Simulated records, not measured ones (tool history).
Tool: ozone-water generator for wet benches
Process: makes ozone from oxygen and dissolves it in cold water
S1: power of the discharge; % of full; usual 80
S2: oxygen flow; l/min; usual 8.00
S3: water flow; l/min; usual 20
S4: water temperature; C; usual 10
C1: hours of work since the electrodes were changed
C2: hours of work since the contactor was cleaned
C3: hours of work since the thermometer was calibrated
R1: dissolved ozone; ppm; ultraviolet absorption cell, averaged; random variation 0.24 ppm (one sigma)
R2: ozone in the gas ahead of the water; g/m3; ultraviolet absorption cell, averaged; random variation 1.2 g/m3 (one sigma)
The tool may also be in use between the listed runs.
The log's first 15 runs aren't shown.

run,day,S1,S2,S3,S4,C1,C2,C3,R1,R2
16,98.008,80,8.00,20,10,10022,4234,4411,36.2,215.1
17,106.796,77,5.61,13,10,10225,4437,4614,46.3,242.1
18,115.192,83,5.61,32,10,10419,4631,4808,23.0,254.5
19,124.125,40,8.00,17,9,10626,4838,5014,24.5,126.0
20,132.442,78,8.00,15,10,10818,5030,5206,43.5,209.1
21,136.358,78,8.00,15,10,10908,5120,5297,43.0,208.3
22,139.988,80,8.00,25,13,10992,5204,5380,29.1,211.0
23,144.658,80,8.00,25,13,11100,5312,5488,28.9,211.2
# day 149.896: water thermometer calibrated
24,150.229,93,7.79,20,10,11228,5440,8,40.3,239.1
# day 159.067: contactor cleaned
25,159.067,93,7.79,20,10,11429,0,208,40.5,239.6
# day 166.146: electrodes of the discharge changed
26,166.258,67,5.92,24,10,3,160,368,26.0,214.3
27,171.229,67,5.92,24,10,117,275,483,26.3,212.7
28,177.917,67,5.92,14,6,272,430,638,43.1,212.1
29,185.396,64,8.00,16,17,445,603,811,31.4,179.5
30,192.396,64,8.00,16,17,607,764,972,31.3,179.3
31,196.975,64,8.00,16,17,712,870,1078,31.3,178.2
32,202.796,80,5.01,12,11,847,1005,1213,49.8,259.2

5 ways to go on from here, each from the tool as it stands after run 32. What would each give?
A,206.433,80,8.00,20,9,931,1089,1297,?,?
B,206.433,80,9.19,12,16,931,1089,1297,?,?
C,206.433,91,8.00,27,5,931,1089,1297,?,?
D,206.433,99,8.00,14,12,931,1089,1297,?,?
E,206.433,80,4.69,12,11,931,1089,1297,?,?

run,R1,R2
A,36.7,213.1
B,43.4,200.4
C,33.4,235.9
D,52.3,249.6
E,49.6,268.9
Without the tool's hidden state the same runs would have given:
run,R1,R2
A,36.7,213.2
B,43.4,200.5
C,33.4,236.0
D,52.3,249.7
E,49.7,268.9
